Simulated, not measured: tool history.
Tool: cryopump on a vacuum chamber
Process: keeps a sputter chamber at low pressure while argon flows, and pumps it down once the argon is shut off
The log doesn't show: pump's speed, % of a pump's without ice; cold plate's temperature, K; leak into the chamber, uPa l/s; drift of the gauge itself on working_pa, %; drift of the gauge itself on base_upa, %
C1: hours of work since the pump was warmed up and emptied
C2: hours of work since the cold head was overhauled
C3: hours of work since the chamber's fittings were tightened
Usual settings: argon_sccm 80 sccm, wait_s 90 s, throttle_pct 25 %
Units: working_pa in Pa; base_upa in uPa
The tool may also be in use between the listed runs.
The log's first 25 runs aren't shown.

{"run": 26, "hour": 273.7, "argon_sccm": 37, "wait_s": 90, "throttle_pct": 23, "C1": 458, "C2": 458, "C3": 1154, "working_pa": 0.1583, "base_upa": 1.99}
{"run": 27, "hour": 287.5, "argon_sccm": 37, "wait_s": 90, "throttle_pct": 23, "C1": 470, "C2": 470, "C3": 1166, "working_pa": 0.1584, "base_upa": 1.93}
{"run": 28, "hour": 298.8, "argon_sccm": 65, "wait_s": 90, "throttle_pct": 60, "C1": 480, "C2": 480, "C3": 1176, "working_pa": 0.1158, "base_upa": 2.02}
{"run": 29, "hour": 305.7, "argon_sccm": 50, "wait_s": 35, "throttle_pct": 27, "C1": 485, "C2": 485, "C3": 1181, "working_pa": 0.1845, "base_upa": 3.23}
{"run": 30, "hour": 315.0, "argon_sccm": 50, "wait_s": 35, "throttle_pct": 27, "C1": 493, "C2": 493, "C3": 1189, "working_pa": 0.1855, "base_upa": 3.25}
{"run": 31, "hour": 326.8, "argon_sccm": 102, "wait_s": 33, "throttle_pct": 20, "C1": 503, "C2": 503, "C3": 1199, "working_pa": 0.4995, "base_upa": 3.44}
{"run": 32, "hour": 342.0, "argon_sccm": 83, "wait_s": 33, "throttle_pct": 20, "C1": 516, "C2": 516, "C3": 1212, "working_pa": 0.4054, "base_upa": 3.5}
{"run": 33, "hour": 353.5, "argon_sccm": 83, "wait_s": 88, "throttle_pct": 18, "C1": 525, "C2": 525, "C3": 1221, "working_pa": 0.4498, "base_upa": 1.97}
{"run": 34, "hour": 367.8, "argon_sccm": 80, "wait_s": 90, "throttle_pct": 52, "C1": 537, "C2": 537, "C3": 1233, "working_pa": 0.163, "base_upa": 2.0}

Forecast each of these 3 alternatives for the next run:
{"run": "A", "hour": 381.0, "argon_sccm": 131, "wait_s": 90, "throttle_pct": 52, "C1": 549, "C2": 549, "C3": 1244, "working_pa": "?", "base_upa": "?"}
{"run": "B", "hour": 381.0, "argon_sccm": 40, "wait_s": 90, "throttle_pct": 52, "C1": 549, "C2": 549, "C3": 1244, "working_pa": "?", "base_upa": "?"}
{"run": "C", "hour": 381.0, "argon_sccm": 80, "wait_s": 90, "throttle_pct": 31, "C1": 549, "C2": 549, "C3": 1244, "working_pa": "?", "base_upa": "?"}

run=A working_pa=0.2684 base_upa=2.07
run=B working_pa=0.0820 base_upa=2.10
run=C working_pa=0.2599 base_upa=2.12
Without the tool's hidden state the same runs would have given:
run=A working_pa=0.2374 base_upa=1.01
run=B working_pa=0.0724 base_upa=1.05
run=C working_pa=0.2410 base_upa=1.05
